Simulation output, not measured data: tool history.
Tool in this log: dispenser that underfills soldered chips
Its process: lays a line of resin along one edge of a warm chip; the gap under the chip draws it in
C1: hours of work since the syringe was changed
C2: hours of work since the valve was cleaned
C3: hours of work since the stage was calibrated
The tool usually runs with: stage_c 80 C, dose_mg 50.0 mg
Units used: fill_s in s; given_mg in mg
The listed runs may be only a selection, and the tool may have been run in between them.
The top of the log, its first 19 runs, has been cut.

{"day": 4.983, "done": "new syringe of resin"}
{"run": 20, "day": 5.162, "stage_c": 79, "dose_mg": 56.0, "C1": 3, "C2": 72, "C3": 161, "fill_s": 241.0, "given_mg": 53.22}
{"run": 21, "day": 5.317, "stage_c": 77, "dose_mg": 47.0, "C1": 5, "C2": 75, "C3": 164, "fill_s": 301.9, "given_mg": 44.49}
{"day": 5.421, "done": "new syringe of resin"}
{"run": 22, "day": 5.675, "stage_c": 77, "dose_mg": 47.0, "C1": 4, "C2": 81, "C3": 169, "fill_s": 285.5, "given_mg": 44.64}
{"day": 5.862, "done": "new syringe of resin"}
{"run": 23, "day": 5.925, "stage_c": 92, "dose_mg": 60.9, "C1": 1, "C2": 84, "C3": 173, "fill_s": 131.8, "given_mg": 57.57}
{"run": 24, "day": 6.096, "stage_c": 80, "dose_mg": 64.2, "C1": 4, "C2": 87, "C3": 176, "fill_s": 236.9, "given_mg": 60.14}
{"run": 25, "day": 6.246, "stage_c": 72, "dose_mg": 50.0, "C1": 6, "C2": 90, "C3": 178, "fill_s": 400.0, "given_mg": 47.15}
{"day": 6.304, "done": "new syringe of resin"}
{"day": 6.521, "done": "dispensing valve cleaned and set on the balance"}
{"run": 26, "day": 6.546, "stage_c": 72, "dose_mg": 50.0, "C1": 3, "C2": 0, "C3": 182, "fill_s": 336.7, "given_mg": 50.08}
{"day": 6.779, "done": "new syringe of resin"}
{"run": 27, "day": 6.879, "stage_c": 72, "dose_mg": 50.0, "C1": 2, "C2": 6, "C3": 188, "fill_s": 301.6, "given_mg": 49.63}
{"day": 7.233, "done": "new syringe of resin"}
{"run": 28, "day": 7.246, "stage_c": 72, "dose_mg": 50.0, "C1": 0, "C2": 11, "C3": 193, "fill_s": 281.2, "given_mg": 49.75}
{"run": 29, "day": 7.558, "stage_c": 94, "dose_mg": 50.0, "C1": 5, "C2": 17, "C3": 198, "fill_s": 151.6, "given_mg": 49.46}
{"day": 7.679, "done": "new syringe of resin"}
{"run": 30, "day": 7.825, "stage_c": 94, "dose_mg": 50.0, "C1": 2, "C2": 21, "C3": 203, "fill_s": 135.2, "given_mg": 49.49}
{"run": 31, "day": 8.021, "stage_c": 87, "dose_mg": 45.3, "C1": 6, "C2": 24, "C3": 206, "fill_s": 214.8, "given_mg": 44.71}
{"day": 8.117, "done": "new syringe of resin"}
{"run": 32, "day": 8.196, "stage_c": 87, "dose_mg": 45.3, "C1": 1, "C2": 27, "C3": 208, "fill_s": 167.3, "given_mg": 44.58}
{"run": 33, "day": 8.504, "stage_c": 84, "dose_mg": 57.6, "C1": 6, "C2": 32, "C3": 214, "fill_s": 235.3, "given_mg": 56.67}
{"day": 8.554, "done": "new syringe of resin"}
{"run": 34, "day": 8.842, "stage_c": 66, "dose_mg": 60.6, "C1": 5, "C2": 37, "C3": 219, "fill_s": 453.3, "given_mg": 59.09}
{"day": 8.996, "done": "new syringe of resin"}
{"run": 35, "day": 9.088, "stage_c": 86, "dose_mg": 43.1, "C1": 1, "C2": 41, "C3": 223, "fill_s": 177.0, "given_mg": 42.1}
{"run": 36, "day": 9.246, "stage_c": 86, "dose_mg": 43.1, "C1": 4, "C2": 43, "C3": 225, "fill_s": 203.7, "given_mg": 42.03}

Below are 3 alternative next runs, each starting from the tool's condition after run 36. Predict each:
{"day": 9.425, "done": "new syringe of resin"}
{"run": "A", "day": 9.612, "stage_c": 90, "dose_mg": 63.2, "C1": 3, "C2": 49, "C3": 231, "fill_s": "?", "given_mg": "?"}
{"day": 9.425, "done": "new syringe of resin"}
{"run": "B", "day": 9.612, "stage_c": 79, "dose_mg": 45.4, "C1": 3, "C2": 49, "C3": 231, "fill_s": "?", "given_mg": "?"}
{"day": 9.425, "done": "new syringe of resin"}
{"run": "C", "day": 9.612, "stage_c": 86, "dose_mg": 64.6, "C1": 3, "C2": 49, "C3": 231, "fill_s": "?", "given_mg": "?"}

run=A fill_s=153.7 given_mg=61.30
run=B fill_s=250.4 given_mg=44.13
run=C fill_s=185.3 given_mg=62.61
The same runs, with their run-to-run variation unchanged, on a tool lacking any hidden condition would have given:
run=A fill_s=125.4 given_mg=63.21
run=B fill_s=202.1 given_mg=45.50
run=C fill_s=151.0 given_mg=64.56
